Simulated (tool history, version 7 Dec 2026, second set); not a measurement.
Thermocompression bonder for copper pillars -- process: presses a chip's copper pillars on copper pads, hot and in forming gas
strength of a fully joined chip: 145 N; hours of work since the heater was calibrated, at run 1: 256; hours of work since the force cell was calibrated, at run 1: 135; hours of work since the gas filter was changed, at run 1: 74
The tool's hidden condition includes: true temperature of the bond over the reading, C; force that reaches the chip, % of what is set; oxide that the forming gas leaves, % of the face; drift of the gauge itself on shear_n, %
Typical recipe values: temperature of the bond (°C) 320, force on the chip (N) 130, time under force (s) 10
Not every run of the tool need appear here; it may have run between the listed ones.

| run | hour | temperature of the bond (°C) | force on the chip (N) | time under force (s) | hours of work since the heater was calibrated | hours of work since the force cell was calibrated | hours of work since the gas filter was changed | force that shears a chip off (N) |
|---|---|---|---|---|---|---|---|---|
| 1 | 0 | 320 | 130 | 10 | 256 | 135 | 74 | 85.3 |
| 2 | 93.3 | 320 | 130 | 10 | 298 | 177 | 116 | 86.9 |
|  | 110.8 | forming gas filter changed |
| 3 | 185.5 | 320 | 130 | 10 | 340 | 218 | 34 | 87.2 |
| 4 | 242 | 320 | 130 | 14 | 365 | 244 | 59 | 96.9 |
| 5 | 314.1 | 320 | 130 | 14 | 398 | 276 | 92 | 96.1 |
| 6 | 373.2 | 320 | 81 | 14 | 425 | 303 | 119 | 69.9 |
|  | 391.3 | forming gas filter changed |
| 7 | 464.2 | 320 | 81 | 14 | 466 | 344 | 33 | 69.2 |
| 8 | 520 | 320 | 130 | 10 | 491 | 369 | 58 | 87.6 |
| 9 | 569.8 | 320 | 130 | 10 | 513 | 392 | 81 | 88.4 |
| 10 | 644.3 | 320 | 130 | 10 | 547 | 425 | 114 | 87.6 |
|  | 673.4 | forming gas filter changed |
| 11 | 692.1 | 316 | 130 | 10 | 568 | 447 | 8 | 83.3 |
| 12 | 789.8 | 316 | 130 | 10 | 612 | 491 | 53 | 83.7 |
| 13 | 860.1 | 325 | 130 | 10 | 644 | 523 | 84 | 91.4 |
| 14 | 915.2 | 306 | 133 | 12 | 669 | 548 | 109 | 80.8 |
|  | 949.6 | forming gas filter changed |
| 15 | 992.6 | 306 | 133 | 12 | 704 | 582 | 19 | 80.1 |

Run 16 comes next. What will it give?
| 16 | 1056.8 | 306 | 133 | 12 | 733 | 611 | 48 | ? |

{"run 16": {"force that shears a chip off (N)": 78.1}}
With no hidden state in the tool, this same run would have given force that shears a chip off (N) 77.8.
